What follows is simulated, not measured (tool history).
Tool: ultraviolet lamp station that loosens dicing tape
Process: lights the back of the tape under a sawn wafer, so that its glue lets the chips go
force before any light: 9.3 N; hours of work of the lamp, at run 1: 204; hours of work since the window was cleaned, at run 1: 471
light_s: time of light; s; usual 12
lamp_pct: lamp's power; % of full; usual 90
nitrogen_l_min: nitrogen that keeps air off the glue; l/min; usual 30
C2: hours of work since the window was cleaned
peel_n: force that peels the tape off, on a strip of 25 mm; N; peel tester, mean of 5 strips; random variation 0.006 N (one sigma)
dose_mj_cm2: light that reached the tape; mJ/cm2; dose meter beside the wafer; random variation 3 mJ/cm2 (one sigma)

Run 1, hour 0.0: usual settings; hours of work of the lamp 204; C2 471. Result: peel_n 0.270 N, dose_mj_cm2 364 mJ/cm2.
Run 2, hour 33.4: usual settings; hours of work of the lamp 218; C2 485. Result: peel_n 0.276 N, dose_mj_cm2 360 mJ/cm2.
Run 3, hour 64.4: usual settings; hours of work of the lamp 231; C2 498. Result: peel_n 0.287 N, dose_mj_cm2 357 mJ/cm2.
Run 4, hour 97.9: usual settings but light_s 7 s; hours of work of the lamp 245; C2 512. Result: peel_n 1.081 N, dose_mj_cm2 209 mJ/cm2.
Run 5, hour 121.0: usual settings but nitrogen_l_min 15 l/min; hours of work of the lamp 255; C2 522. Result: peel_n 0.418 N, dose_mj_cm2 353 mJ/cm2.
At hour 128.0: window cleaned of glue's vapour.
Run 6, hour 146.1: usual settings but nitrogen_l_min 15 l/min; hours of work of the lamp 265; C2 8. Result: peel_n 0.545 N, dose_mj_cm2 319 mJ/cm2.
Run 7, hour 177.7: usual settings but lamp_pct 66 % of full; hours of work of the lamp 278; C2 21. Result: peel_n 0.817 N, dose_mj_cm2 233 mJ/cm2.
At hour 198.1: window cleaned of glue's vapour, once more.
Run 8, hour 209.8: usual settings but lamp_pct 66 % of full; hours of work of the lamp 291; C2 5. Result: peel_n 0.454 N, dose_mj_cm2 301 mJ/cm2.
Run 9, hour 245.0: usual settings but lamp_pct 66 % of full; hours of work of the lamp 306; C2 20. Result: peel_n 0.439 N, dose_mj_cm2 303 mJ/cm2.
Run 10, hour 263.0: usual settings but lamp_pct 66 % of full; hours of work of the lamp 314; C2 27. Result: peel_n 0.467 N, dose_mj_cm2 297 mJ/cm2.
Run 11, hour 279.2: usual settings but lamp_pct 66 % of full; hours of work of the lamp 321; C2 34. Result: peel_n 0.434 N, dose_mj_cm2 292 mJ/cm2.
Run 12, hour 311.1: usual settings but nitrogen_l_min 35 l/min; hours of work of the lamp 334; C2 47. Result: peel_n 0.196 N, dose_mj_cm2 401 mJ/cm2.
Run 13, hour 332.9: usual settings but nitrogen_l_min 17 l/min; hours of work of the lamp 343; C2 57. Result: peel_n 0.272 N, dose_mj_cm2 401 mJ/cm2.
Run 14, hour 365.2: usual settings but nitrogen_l_min 11 l/min; hours of work of the lamp 357; C2 70. Result: peel_n 0.373 N, dose_mj_cm2 400 mJ/cm2.
Run 15, hour 393.7: usual settings but nitrogen_l_min 11 l/min; hours of work of the lamp 369; C2 82. Result: peel_n 0.378 N, dose_mj_cm2 393 mJ/cm2.
Run 16, hour 417.2: usual settings but nitrogen_l_min 11 l/min; hours of work of the lamp 378; C2 92. Result: peel_n 0.386 N, dose_mj_cm2 392 mJ/cm2.
Run 17, hour 443.2: usual settings; hours of work of the lamp 389; C2 103. Result: peel_n 0.217 N, dose_mj_cm2 394 mJ/cm2.
Run 18, hour 470.2: usual settings; hours of work of the lamp 401; C2 114. Result: peel_n 0.217 N, dose_mj_cm2 390 mJ/cm2.
Run 19, hour 498.5: usual settings; hours of work of the lamp 413; C2 126. Result: peel_n 0.220 N, dose_mj_cm2 387 mJ/cm2.
Run 20, hour 526.4: usual settings; hours of work of the lamp 424; C2 138. Result: peel_n 0.229 N, dose_mj_cm2 389 mJ/cm2.
Run 21, hour 563.1: usual settings; hours of work of the lamp 440; C2 153. Result: peel_n 0.237 N, dose_mj_cm2 386 mJ/cm2.
Run 22, hour 589.4: usual settings but nitrogen_l_min 27 l/min; hours of work of the lamp 451; C2 164. Result: peel_n 0.253 N, dose_mj_cm2 380 mJ/cm2.
Run 23, hour 623.1: usual settings but nitrogen_l_min 27 l/min; hours of work of the lamp 465; C2 178. Result: peel_n 0.248 N, dose_mj_cm2 379 mJ/cm2.
Run 24, hour 656.1: usual settings but lamp_pct 78 % of full, nitrogen_l_min 27 l/min; hours of work of the lamp 479; C2 192. Result: peel_n 0.378 N, dose_mj_cm2 325 mJ/cm2.
Run 25, hour 681.4: usual settings but lamp_pct 62 % of full; hours of work of the lamp 489; C2 203. Result: peel_n 0.653 N, dose_mj_cm2 261 mJ/cm2.
Run 26, hour 702.2: usual settings but light_s 19 s, lamp_pct 97 % of full, nitrogen_l_min 43 l/min; hours of work of the lamp 498; C2 212. Result: peel_n 0.088 N, dose_mj_cm2 638 mJ/cm2.
Run 27, hour 727.7: usual settings but light_s 17 s, lamp_pct 99 % of full, nitrogen_l_min 36 l/min; hours of work of the lamp 509; C2 222. Result: peel_n 0.104 N, dose_mj_cm2 583 mJ/cm2.
Run 28, hour 755.1: usual settings but light_s 17 s, lamp_pct 99 % of full, nitrogen_l_min 36 l/min; hours of work of the lamp 520; C2 234. Result: peel_n 0.091 N, dose_mj_cm2 571 mJ/cm2.
Run 29, hour 783.1: usual settings but light_s 18 s; hours of work of the lamp 532; C2 246. Result: peel_n 0.113 N, dose_mj_cm2 549 mJ/cm2.
Run 30, hour 803.1: usual settings but light_s 18 s; hours of work of the lamp 541; C2 254. Result: peel_n 0.114 N, dose_mj_cm2 539 mJ/cm2.
Run 31, hour 825.3: usual settings but light_s 8 s, lamp_pct 79 % of full, nitrogen_l_min 52 l/min; hours of work of the lamp 550; C2 263. Result: peel_n 0.846 N, dose_mj_cm2 211 mJ/cm2.
Run 32, hour 846.5: usual settings but light_s 11 s, lamp_pct 72 % of full, nitrogen_l_min 22 l/min; hours of work of the lamp 559; C2 272. Result: peel_n 0.727 N, dose_mj_cm2 269 mJ/cm2.
Run 33, hour 874.6: usual settings but light_s 13 s, nitrogen_l_min 44 l/min; hours of work of the lamp 571; C2 284. Result: peel_n 0.193 N, dose_mj_cm2 383 mJ/cm2.
Run 34, hour 909.9: usual settings but light_s 23 s, nitrogen_l_min 11 l/min; hours of work of the lamp 585; C2 299. Result: peel_n 0.113 N, dose_mj_cm2 680 mJ/cm2.
Run 35, hour 944.7: usual settings but light_s 6 s, lamp_pct 64 % of full; hours of work of the lamp 600; C2 314. Result: peel_n 2.508 N, dose_mj_cm2 128 mJ/cm2.

The next listed run, before its measurement:
Run 36, hour 965.5: usual settings but light_s 6 s, lamp_pct 64 % of full; hours of work of the lamp 609; C2 322. Result: peel_n ?, dose_mj_cm2 ?.

peel_n: 2.610 N
dose_mj_cm2: 129 mJ/cm2
Without the tool's hidden state the same run would have given peel_n 1.900 N, dose_mj_cm2 160 mJ/cm2.
